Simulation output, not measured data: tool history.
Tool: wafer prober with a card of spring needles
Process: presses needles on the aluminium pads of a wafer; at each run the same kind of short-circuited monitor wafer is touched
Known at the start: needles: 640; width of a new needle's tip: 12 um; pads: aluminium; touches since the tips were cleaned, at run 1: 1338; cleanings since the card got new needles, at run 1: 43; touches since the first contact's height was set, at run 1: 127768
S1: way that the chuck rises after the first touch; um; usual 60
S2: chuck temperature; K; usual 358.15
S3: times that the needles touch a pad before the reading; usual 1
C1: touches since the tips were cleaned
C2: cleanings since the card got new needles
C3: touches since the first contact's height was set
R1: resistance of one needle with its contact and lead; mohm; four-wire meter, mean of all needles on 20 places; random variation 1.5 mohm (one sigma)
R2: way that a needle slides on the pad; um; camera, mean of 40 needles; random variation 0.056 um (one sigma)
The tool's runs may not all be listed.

run,day,S1,S2,S3,C1,C2,C3,R1,R2
1,0.000,60,358.15,1,1338,43,127768,140,14.04
# day 0.604: tips cleaned on abrasive film
2,1.338,60,358.15,1,5587,44,137917,157,14.09
# day 1.529: tips cleaned on abrasive film
# day 2.417: tips cleaned on abrasive film
# day 2.617: height of the first contact set anew
# day 3.258: tips cleaned on abrasive film
3,3.854,60,358.15,2,4540,47,9363,144,13.87
# day 4.046: tips cleaned on abrasive film
# day 5.004: tips cleaned on abrasive film
4,5.729,60,358.15,2,5519,49,23580,148,13.72
# day 5.925: tips cleaned on abrasive film
# day 6.712: tips cleaned on abrasive film
# day 7.517: tips cleaned on abrasive film
5,8.017,60,358.15,2,3784,52,40860,146,13.79
# day 8.367: tips cleaned on abrasive film
# day 9.242: tips cleaned on abrasive film
6,9.629,60,358.15,1,2933,54,53077,150,13.74
# day 10.188: tips cleaned on abrasive film
# day 11.008: tips cleaned on abrasive film
# day 11.875: tips cleaned on abrasive film
7,12.221,60,358.15,1,2614,57,72695,153,13.61
# day 12.754: tips cleaned on abrasive film
# day 13.596: tips cleaned on abrasive film
# day 14.475: tips cleaned on abrasive film
8,14.812,60,395.15,1,2540,60,92307,155,13.63
# day 15.358: tips cleaned on abrasive film
# day 16.196: tips cleaned on abrasive film
9,16.283,60,358.15,2,664,62,103455,140,13.55
# day 16.488: height of the first contact set anew, once more
# day 16.983: tips cleaned on abrasive film
# day 17.892: tips cleaned on abrasive film
# day 18.754: tips cleaned on abrasive film
10,19.000,66,304.15,2,1853,65,19008,132,15.94

The next listed run, before its measurement:
# day 19.667: tips cleaned on abrasive film
# day 20.529: tips cleaned on abrasive film
11,20.808,71,375.15,1,2138,67,32719,?,?

{"run 11": {"R1": 146, "R2": 17.14}}
Without the tool's hidden state the same run would have given R1 137 mohm, R2 17.24 um.
